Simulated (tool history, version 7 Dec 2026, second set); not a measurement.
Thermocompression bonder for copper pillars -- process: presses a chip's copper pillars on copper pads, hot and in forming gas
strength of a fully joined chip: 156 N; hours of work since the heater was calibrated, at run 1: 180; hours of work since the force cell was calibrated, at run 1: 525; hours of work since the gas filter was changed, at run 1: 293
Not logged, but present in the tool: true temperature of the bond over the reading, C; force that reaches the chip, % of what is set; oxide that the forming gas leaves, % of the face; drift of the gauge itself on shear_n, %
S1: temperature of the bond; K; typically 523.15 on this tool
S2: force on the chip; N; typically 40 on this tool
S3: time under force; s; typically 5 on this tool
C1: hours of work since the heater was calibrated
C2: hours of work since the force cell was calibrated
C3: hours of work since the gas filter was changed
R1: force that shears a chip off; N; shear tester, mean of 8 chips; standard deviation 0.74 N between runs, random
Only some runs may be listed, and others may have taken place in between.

| run | hour | S1 | S2 | S3 | C1 | C2 | C3 | R1 |
|---|---|---|---|---|---|---|---|---|
| 1 | 0.0 | 523.15 | 40 | 5 | 180 | 525 | 293 | 49.1 |
| 2 | 38.3 | 523.15 | 40 | 5 | 205 | 550 | 318 | 49.9 |
| 3 | 96.9 | 523.15 | 40 | 5 | 242 | 588 | 356 | 48.7 |
| 4 | 128.7 | 523.15 | 30 | 5 | 263 | 608 | 376 | 39.5 |
|  | 147.4 | forming gas filter changed |
| 5 | 163.2 | 523.15 | 30 | 5 | 285 | 630 | 10 | 44.4 |
| 6 | 227.0 | 523.15 | 49 | 5 | 326 | 671 | 51 | 60.4 |
| 7 | 258.2 | 523.15 | 49 | 5 | 346 | 692 | 71 | 60.0 |
| 8 | 321.5 | 538.15 | 40 | 5 | 387 | 732 | 112 | 61.0 |
| 9 | 385.3 | 538.15 | 40 | 5 | 428 | 773 | 153 | 61.1 |
| 10 | 438.7 | 495.15 | 40 | 5 | 462 | 808 | 188 | 36.6 |
| 11 | 502.1 | 523.15 | 40 | 5 | 503 | 849 | 229 | 51.1 |
|  | 509.0 | force cell calibrated |
| 12 | 552.2 | 523.15 | 40 | 11 | 534 | 28 | 260 | 69.6 |
| 13 | 616.2 | 523.15 | 40 | 13 | 576 | 69 | 301 | 72.0 |
| 14 | 656.5 | 523.15 | 40 | 13 | 602 | 95 | 327 | 71.7 |
| 15 | 700.5 | 523.15 | 47 | 5 | 630 | 123 | 356 | 55.1 |
| 16 | 735.6 | 523.15 | 40 | 5 | 653 | 146 | 378 | 48.7 |
|  | 750.5 | forming gas filter changed |
| 17 | 787.9 | 523.15 | 40 | 5 | 686 | 179 | 24 | 54.0 |
| 18 | 822.5 | 494.15 | 40 | 5 | 708 | 202 | 46 | 37.1 |
| 19 | 849.2 | 494.15 | 40 | 5 | 726 | 219 | 64 | 37.0 |
|  | 871.0 | force cell calibrated, once more |
| 20 | 912.4 | 523.15 | 25 | 5 | 765 | 27 | 103 | 41.2 |
| 21 | 962.6 | 528.15 | 28 | 3 | 798 | 59 | 136 | 37.2 |
| 22 | 1014.1 | 504.15 | 40 | 13 | 831 | 92 | 169 | 62.6 |
| 23 | 1040.7 | 543.15 | 40 | 3 | 848 | 109 | 186 | 55.1 |
| 24 | 1076.5 | 543.15 | 40 | 3 | 871 | 132 | 209 | 55.8 |
| 25 | 1135.3 | 527.15 | 50 | 10 | 909 | 170 | 247 | 79.8 |
| 26 | 1194.0 | 532.15 | 37 | 13 | 947 | 208 | 285 | 78.4 |
| 27 | 1236.9 | 532.15 | 37 | 13 | 975 | 236 | 313 | 78.6 |
| 28 | 1275.8 | 532.15 | 37 | 13 | 1000 | 261 | 338 | 76.9 |
| 29 | 1318.7 | 532.15 | 37 | 13 | 1027 | 289 | 365 | 76.7 |
|  | 1353.7 | forming gas filter changed |
| 30 | 1353.7 | 498.15 | 44 | 3 | 1050 | 311 | 0 | 36.4 |
| 31 | 1388.8 | 498.15 | 44 | 3 | 1072 | 333 | 23 | 35.5 |
| 32 | 1419.4 | 498.15 | 37 | 4 | 1092 | 353 | 42 | 34.5 |
| 33 | 1454.5 | 537.15 | 43 | 3 | 1114 | 376 | 65 | 54.6 |
| 34 | 1498.9 | 506.15 | 29 | 9 | 1143 | 404 | 94 | 46.6 |
| 35 | 1526.0 | 553.15 | 30 | 5 | 1161 | 422 | 111 | 63.2 |
| 36 | 1569.8 | 523.15 | 55 | 7 | 1189 | 450 | 139 | 77.8 |
| 37 | 1617.8 | 523.15 | 55 | 7 | 1220 | 481 | 170 | 74.9 |
| 38 | 1656.4 | 533.15 | 30 | 14 | 1245 | 506 | 195 | 75.2 |
| 39 | 1694.1 | 533.15 | 30 | 14 | 1269 | 530 | 219 | 74.6 |
| 40 | 1753.3 | 511.15 | 28 | 3 | 1307 | 568 | 258 | 29.3 |

Pick out some run-to-run changes in R1. Of each, how much would a tool without hidden state show as well, from the settings, what came in and chance, and how much is left for the hidden state and any gauge scatter not in both results compared?
Run 4 -> 5: forming gas filter changed. R1 +4.9 N: hidden state +4.8, all else +0.1.
Run 16 -> 17: forming gas filter changed. R1 +5.3 N: hidden state +4.7, all else +0.6.
Run 21 -> 22: S1 528.15 -> 504.15, S2 28 -> 40, S3 3 -> 13. R1 +25.4 N: hidden state -0.7, all else +26.1.
Run 29 -> 30: S1 532.15 -> 498.15, S2 37 -> 44, S3 13 -> 3, forming gas filter changed. R1 -40.3 N: hidden state +7.0, all else -47.3.
Run 39 -> 40: S1 533.15 -> 511.15, S2 30 -> 28, S3 14 -> 3. R1 -45.3 N: hidden state +1.5, all else -46.8.

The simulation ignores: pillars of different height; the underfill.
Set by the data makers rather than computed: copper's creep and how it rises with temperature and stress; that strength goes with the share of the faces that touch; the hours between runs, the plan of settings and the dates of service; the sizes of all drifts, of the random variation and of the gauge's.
